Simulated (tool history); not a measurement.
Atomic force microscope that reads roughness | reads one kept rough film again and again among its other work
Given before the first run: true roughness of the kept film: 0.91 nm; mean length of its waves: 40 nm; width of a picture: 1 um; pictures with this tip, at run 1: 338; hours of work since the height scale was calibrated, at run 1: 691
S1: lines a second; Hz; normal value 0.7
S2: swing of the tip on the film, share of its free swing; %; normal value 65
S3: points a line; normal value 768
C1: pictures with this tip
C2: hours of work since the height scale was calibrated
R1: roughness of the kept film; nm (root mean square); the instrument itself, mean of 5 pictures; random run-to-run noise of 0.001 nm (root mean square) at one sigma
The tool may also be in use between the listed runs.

{"run": 1, "day": 0.0, "S1": 0.7, "S2": 65, "S3": 768, "C1": 338, "C2": 691, "R1": 0.864}
{"day": 1.158, "done": "new tip fitted"}
{"run": 2, "day": 2.833, "S1": 0.7, "S2": 65, "S3": 768, "C1": 87, "C2": 743, "R1": 0.865}
{"run": 3, "day": 5.379, "S1": 0.7, "S2": 65, "S3": 768, "C1": 218, "C2": 791, "R1": 0.866}
{"run": 4, "day": 7.271, "S1": 0.7, "S2": 65, "S3": 768, "C1": 316, "C2": 826, "R1": 0.864}
{"day": 8.642, "done": "new tip fitted"}
{"run": 5, "day": 9.721, "S1": 0.7, "S2": 65, "S3": 768, "C1": 56, "C2": 872, "R1": 0.868}
{"run": 6, "day": 11.804, "S1": 0.755, "S2": 65, "S3": 768, "C1": 164, "C2": 911, "R1": 0.864}
{"run": 7, "day": 13.567, "S1": 0.755, "S2": 65, "S3": 768, "C1": 255, "C2": 944, "R1": 0.863}
{"run": 8, "day": 15.996, "S1": 0.7, "S2": 65, "S3": 768, "C1": 380, "C2": 989, "R1": 0.864}
{"day": 16.258, "done": "new tip fitted"}
{"run": 9, "day": 18.929, "S1": 0.7, "S2": 65, "S3": 768, "C1": 138, "C2": 1044, "R1": 0.866}
{"run": 10, "day": 21.642, "S1": 0.7, "S2": 65, "S3": 768, "C1": 278, "C2": 1094, "R1": 0.866}
{"day": 23.792, "done": "new tip fitted"}
{"run": 11, "day": 24.817, "S1": 0.7, "S2": 65, "S3": 768, "C1": 54, "C2": 1153, "R1": 0.866}
{"run": 12, "day": 27.425, "S1": 0.7, "S2": 65, "S3": 768, "C1": 189, "C2": 1202, "R1": 0.867}
{"run": 13, "day": 29.162, "S1": 0.7, "S2": 65, "S3": 768, "C1": 278, "C2": 1235, "R1": 0.866}
{"run": 14, "day": 30.867, "S1": 0.7, "S2": 65, "S3": 768, "C1": 367, "C2": 1267, "R1": 0.864}
{"day": 31.279, "done": "new tip fitted"}
{"run": 15, "day": 33.279, "S1": 0.7, "S2": 65, "S3": 768, "C1": 103, "C2": 1311, "R1": 0.867}
{"run": 16, "day": 35.842, "S1": 0.7, "S2": 65, "S3": 768, "C1": 236, "C2": 1359, "R1": 0.866}
{"day": 37.021, "done": "height scale calibrated on a step standard"}
{"run": 17, "day": 38.417, "S1": 0.7, "S2": 65, "S3": 768, "C1": 367, "C2": 26, "R1": 0.866}
{"day": 38.917, "done": "new tip fitted"}
{"run": 18, "day": 41.042, "S1": 0.7, "S2": 65, "S3": 487, "C1": 110, "C2": 75, "R1": 0.865}
{"run": 19, "day": 43.996, "S1": 1.05, "S2": 60, "S3": 585, "C1": 262, "C2": 130, "R1": 0.863}
{"day": 46.612, "done": "new tip fitted"}
{"run": 20, "day": 46.808, "S1": 1.05, "S2": 64, "S3": 376, "C1": 10, "C2": 182, "R1": 0.852}
{"run": 21, "day": 48.962, "S1": 1.05, "S2": 64, "S3": 376, "C1": 121, "C2": 223, "R1": 0.851}
{"run": 22, "day": 51.479, "S1": 0.7, "S2": 83, "S3": 768, "C1": 251, "C2": 270, "R1": 0.82}
{"day": 54.171, "done": "new tip fitted"}
{"run": 23, "day": 54.462, "S1": 0.7, "S2": 83, "S3": 768, "C1": 15, "C2": 325, "R1": 0.821}
{"run": 24, "day": 56.358, "S1": 0.7, "S2": 83, "S3": 768, "C1": 113, "C2": 361, "R1": 0.821}
{"run": 25, "day": 59.417, "S1": 0.7, "S2": 61, "S3": 681, "C1": 271, "C2": 418, "R1": 0.871}
{"day": 61.688, "done": "new tip fitted"}
{"run": 26, "day": 62.538, "S1": 0.7, "S2": 90, "S3": 414, "C1": 44, "C2": 476, "R1": 0.796}
{"run": 27, "day": 64.879, "S1": 0.7, "S2": 90, "S3": 414, "C1": 165, "C2": 520, "R1": 0.793}
{"run": 28, "day": 67.362, "S1": 0.7, "S2": 90, "S3": 414, "C1": 294, "C2": 566, "R1": 0.793}
{"run": 29, "day": 69.067, "S1": 0.7, "S2": 78, "S3": 768, "C1": 382, "C2": 598, "R1": 0.836}
{"day": 69.367, "done": "new tip fitted"}
{"run": 30, "day": 70.688, "S1": 0.528, "S2": 83, "S3": 768, "C1": 68, "C2": 628, "R1": 0.838}
{"run": 31, "day": 72.696, "S1": 3.537, "S2": 66, "S3": 940, "C1": 172, "C2": 665, "R1": 0.757}
{"run": 32, "day": 75.254, "S1": 0.7, "S2": 76, "S3": 830, "C1": 304, "C2": 713, "R1": 0.841}
{"day": 76.842, "done": "new tip fitted"}
{"run": 33, "day": 76.842, "S1": 0.599, "S2": 55, "S3": 768, "C1": 0, "C2": 743, "R1": 0.883}

For each entry between runs, how does the tool's hidden state at the last listed run before it compare with that at the first listed run after it?
Runs 1 to 2: new tip fitted (day 1.158)
  radius of the tip, nm: 7.7 -> 7.2; height scale over the true one, %: 0.05 -> 0.06
Runs 4 to 5: new tip fitted (day 8.642)
  radius of the tip, nm: 7.5 -> 7.1; height scale over the true one, %: 0.06 -> 0.07
Runs 8 to 9: new tip fitted (day 16.258)
  radius of the tip, nm: 7.7 -> 7.3; height scale over the true one, %: 0.07 -> 0.08
Runs 10 to 11: new tip fitted (day 23.792)
  radius of the tip, nm: 7.5 -> 7.1; height scale over the true one, %: 0.08 -> 0.09
Runs 14 to 15: new tip fitted (day 31.279)
  radius of the tip, nm: 7.7 -> 7.2; height scale over the true one, %: 0.09 -> 0.1
Runs 16 to 17: height scale calibrated on a step standard (day 37.021)
  radius of the tip, nm: 7.4 -> 7.7; height scale over the true one, %: 0.1 -> 0.01
Runs 17 to 18: new tip fitted (day 38.917)
  radius of the tip, nm: 7.7 -> 7.3; height scale over the true one, %: 0.01 -> 0.02
Runs 19 to 20: new tip fitted (day 46.612)
  radius of the tip, nm: 7.5 -> 7
Runs 22 to 23: new tip fitted (day 54.171)
  radius of the tip, nm: 7.4 -> 7.1
Runs 25 to 26: new tip fitted (day 61.688)
  radius of the tip, nm: 7.5 -> 7.1; height scale over the true one, %: 0.04 -> 0.05
Runs 29 to 30: new tip fitted (day 69.367)
  radius of the tip, nm: 7.6 -> 7.1
Runs 32 to 33: new tip fitted (day 76.842)
  radius of the tip, nm: 7.6 -> 7; height scale over the true one, %: 0.06 -> 0.07
